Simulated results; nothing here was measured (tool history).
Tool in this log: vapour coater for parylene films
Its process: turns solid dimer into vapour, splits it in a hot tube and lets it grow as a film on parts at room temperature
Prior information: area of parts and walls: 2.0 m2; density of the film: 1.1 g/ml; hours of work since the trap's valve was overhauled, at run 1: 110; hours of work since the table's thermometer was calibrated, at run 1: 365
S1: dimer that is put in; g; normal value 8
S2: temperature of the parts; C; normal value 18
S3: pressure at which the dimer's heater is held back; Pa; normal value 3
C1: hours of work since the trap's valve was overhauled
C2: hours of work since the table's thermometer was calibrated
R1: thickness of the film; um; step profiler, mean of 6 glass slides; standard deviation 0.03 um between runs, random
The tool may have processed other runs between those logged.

run	day	S1	S2	S3	C1	C2	R1
1	0	8	18	3	110	365	2.67
2	0.575	8	18	3	120	375	2.68
3	1.038	8	18	3	129	383	2.63
4	1.475	8	18	3	136	391	2.64
5	1.854	8	18	3	143	398	2.67
6	2.246	8	18	7.37	150	405	2.39
7	2.633	8	18	7.37	157	412	2.38
8	3.262	8	18	7.37	168	423	2.41
# day 3.496: trap's valve overhauled
9	3.954	8	18	7.37	8	433	2.36
10	4.404	8	18	7.37	16	441	2.43
11	5.088	8	18	7.37	29	453	2.33
12	5.65	8	18	7.37	39	463	2.34
13	6.071	8	18	7.37	46	470	2.33
14	6.538	8	14	3	54	479	2.86
15	6.925	12	29	11.32	61	486	2.36
16	7.342	8	14	2.17	69	493	2.97
# day 7.996: trap's valve overhauled, once more
17	8.158	8	14	2.17	3	505	3.22
18	8.788	6	21	4.58	14	516	1.8
19	9.4	8	29	3	25	527	1.99
20	9.854	8	20	2.11	33	535	2.7
21	10.179	8	29	5.62	39	541	1.82
22	10.871	11	27	2.51	51	553	2.9
23	11.454	4	22	2.51	62	564	1.21
24	11.912	11	14	3.22	70	572	4.23

Run 25 has not been measured yet. What should we expect?
25	12.5	11	14	3.22	81	582	?

Run 25 yielded R1 4.11 um.
Were there no unlogged condition in the tool, this run, its random variation unchanged, would have produced R1 4.25 um.
